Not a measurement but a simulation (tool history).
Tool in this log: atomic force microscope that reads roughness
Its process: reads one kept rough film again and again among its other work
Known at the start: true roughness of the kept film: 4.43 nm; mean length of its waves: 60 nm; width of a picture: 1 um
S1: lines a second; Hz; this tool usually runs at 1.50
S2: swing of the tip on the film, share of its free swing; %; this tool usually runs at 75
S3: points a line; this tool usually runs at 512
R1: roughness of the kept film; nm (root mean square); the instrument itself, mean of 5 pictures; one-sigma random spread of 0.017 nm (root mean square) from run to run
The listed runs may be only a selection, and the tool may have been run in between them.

run 1 hour=0.0 | S1=1.50 S2=75 S3=512 | R1=3.968
-- hour=11.7 new tip fitted
run 2 hour=40.0 | S1=1.50 S2=63 S3=512 | R1=4.183
run 3 hour=66.6 | S1=1.50 S2=63 S3=512 | R1=4.131
run 4 hour=106.5 | S1=1.50 S2=56 S3=512 | R1=4.130
-- hour=120.0 new tip fitted
run 5 hour=141.0 | S1=1.50 S2=56 S3=512 | R1=4.199
run 6 hour=187.1 | S1=1.50 S2=56 S3=272 | R1=4.125
run 7 hour=222.9 | S1=1.50 S2=75 S3=512 | R1=3.912
-- hour=229.6 new tip fitted
run 8 hour=254.2 | S1=1.50 S2=75 S3=512 | R1=4.044
run 9 hour=296.4 | S1=1.50 S2=75 S3=512 | R1=3.999
run 10 hour=318.8 | S1=1.50 S2=75 S3=512 | R1=3.937
-- hour=337.5 new tip fitted
run 11 hour=358.1 | S1=1.50 S2=75 S3=512 | R1=4.056
run 12 hour=379.6 | S1=1.50 S2=82 S3=512 | R1=3.931
run 13 hour=406.8 | S1=1.50 S2=75 S3=901 | R1=3.994
-- hour=445.6 new tip fitted
run 14 hour=445.6 | S1=1.50 S2=73 S3=512 | R1=4.117
run 15 hour=492.6 | S1=1.50 S2=73 S3=512 | R1=4.028
run 16 hour=518.1 | S1=1.50 S2=73 S3=563 | R1=4.011
run 17 hour=547.5 | S1=1.50 S2=73 S3=563 | R1=3.963
-- hour=552.5 new tip fitted
run 18 hour=594.3 | S1=1.50 S2=75 S3=512 | R1=4.003
run 19 hour=615.9 | S1=1.50 S2=75 S3=508 | R1=4.006
run 20 hour=640.9 | S1=1.50 S2=75 S3=512 | R1=3.957
-- hour=645.8 height scale calibrated on a step standard
-- hour=660.5 new tip fitted
run 21 hour=686.5 | S1=1.50 S2=75 S3=512 | R1=4.005
run 22 hour=715.7 | S1=1.50 S2=75 S3=512 | R1=3.963
run 23 hour=754.2 | S1=0.97 S2=64 S3=900 | R1=4.062
-- hour=768.7 new tip fitted
run 24 hour=774.7 | S1=0.97 S2=64 S3=900 | R1=4.202
run 25 hour=806.1 | S1=1.72 S2=64 S3=900 | R1=4.087
-- hour=849.5 height scale calibrated on a step standard, once more
run 26 hour=852.6 | S1=1.72 S2=64 S3=900 | R1=4.059
-- hour=878.4 new tip fitted
run 27 hour=899.2 | S1=1.36 S2=71 S3=437 | R1=4.141
run 28 hour=940.5 | S1=1.70 S2=71 S3=533 | R1=4.005
run 29 hour=982.0 | S1=1.70 S2=71 S3=533 | R1=3.951
-- hour=985.3 new tip fitted
run 30 hour=1007.8 | S1=1.70 S2=71 S3=533 | R1=4.077
run 31 hour=1055.3 | S1=2.61 S2=75 S3=512 | R1=3.837
-- hour=1094.3 new tip fitted
run 32 hour=1103.9 | S1=2.36 S2=76 S3=552 | R1=3.926
run 33 hour=1133.5 | S1=2.36 S2=76 S3=552 | R1=3.907
run 34 hour=1169.3 | S1=4.00 S2=78 S3=846 | R1=3.588
-- hour=1200.2 new tip fitted
run 35 hour=1200.2 | S1=1.23 S2=79 S3=981 | R1=4.072
run 36 hour=1242.9 | S1=0.92 S2=59 S3=545 | R1=4.182
run 37 hour=1271.3 | S1=1.16 S2=75 S3=512 | R1=4.043
run 38 hour=1297.5 | S1=1.91 S2=75 S3=852 | R1=3.926
-- hour=1308.8 new tip fitted
run 39 hour=1327.9 | S1=1.91 S2=73 S3=823 | R1=4.025
run 40 hour=1364.3 | S1=1.91 S2=73 S3=507 | R1=3.950
run 41 hour=1393.1 | S1=3.21 S2=65 S3=512 | R1=3.910
-- hour=1415.5 new tip fitted
run 42 hour=1426.8 | S1=2.84 S2=75 S3=512 | R1=3.895
run 43 hour=1446.9 | S1=2.84 S2=75 S3=512 | R1=3.875

Alternative continuations, all from the tool just after run 43; predict every row:
run A hour=1486.3 | S1=1.74 S2=56 S3=401 | R1=?
run B hour=1486.3 | S1=1.02 S2=60 S3=596 | R1=?
run C hour=1486.3 | S1=2.04 S2=68 S3=512 | R1=?

run=A R1=4.139
run=B R1=4.124
run=C R1=3.990
Stripped of hidden state, with their random variation kept, the same runs would have yielded:
run=A R1=4.256
run=B R1=4.241
run=C R1=4.103
